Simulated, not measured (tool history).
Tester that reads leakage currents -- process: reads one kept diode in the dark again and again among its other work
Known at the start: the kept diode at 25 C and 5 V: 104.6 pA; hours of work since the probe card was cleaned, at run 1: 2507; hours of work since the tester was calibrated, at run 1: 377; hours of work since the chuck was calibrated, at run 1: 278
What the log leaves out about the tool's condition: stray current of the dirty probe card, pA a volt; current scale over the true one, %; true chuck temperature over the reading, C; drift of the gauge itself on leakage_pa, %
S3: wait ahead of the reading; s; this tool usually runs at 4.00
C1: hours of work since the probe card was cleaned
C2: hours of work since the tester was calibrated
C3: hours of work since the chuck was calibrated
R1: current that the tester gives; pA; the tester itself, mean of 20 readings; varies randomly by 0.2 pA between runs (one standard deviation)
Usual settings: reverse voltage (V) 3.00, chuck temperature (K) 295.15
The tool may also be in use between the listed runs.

run 1 hour=0.0 | reverse_voltage_(V)=3.00 chuck_temperature_(K)=295.15 S3=4.00 | C1=2507 C2=377 C3=278 | R1=63.24
run 2 hour=67.3 | reverse_voltage_(V)=3.00 chuck_temperature_(K)=295.15 S3=0.68 | C1=2539 C2=409 C3=310 | R1=63.49
run 3 hour=147.5 | reverse_voltage_(V)=3.00 chuck_temperature_(K)=295.15 S3=0.34 | C1=2577 C2=448 C3=348 | R1=64.16
run 4 hour=189.6 | reverse_voltage_(V)=3.00 chuck_temperature_(K)=295.15 S3=4.00 | C1=2597 C2=468 C3=368 | R1=63.21
run 5 hour=264.5 | reverse_voltage_(V)=3.00 chuck_temperature_(K)=295.15 S3=4.00 | C1=2633 C2=503 C3=404 | R1=63.17
run 6 hour=331.1 | reverse_voltage_(V)=3.00 chuck_temperature_(K)=304.15 S3=4.00 | C1=2665 C2=535 C3=435 | R1=132.04
run 7 hour=421.8 | reverse_voltage_(V)=3.00 chuck_temperature_(K)=306.15 S3=4.00 | C1=2708 C2=578 C3=478 | R1=153.35
run 8 hour=493.6 | reverse_voltage_(V)=3.00 chuck_temperature_(K)=306.15 S3=4.00 | C1=2742 C2=612 C3=513 | R1=153.11
-- hour=532.6 probe card cleaned and baked
-- hour=542.0 chuck's temperature calibrated
run 9 hour=557.6 | reverse_voltage_(V)=3.00 chuck_temperature_(K)=306.15 S3=4.00 | C1=11 C2=640 C3=7 | R1=153.35

Predict the results of run 10:
run 10 hour=627.5 | reverse_voltage_(V)=7.51 chuck_temperature_(K)=306.15 S3=0.43 | C1=44 C2=674 C3=41 | R1=?

{"run 10": {"R1": 246.15}}
The same run, on a tool lacking any hidden state, would have yielded R1 246.18 pA.
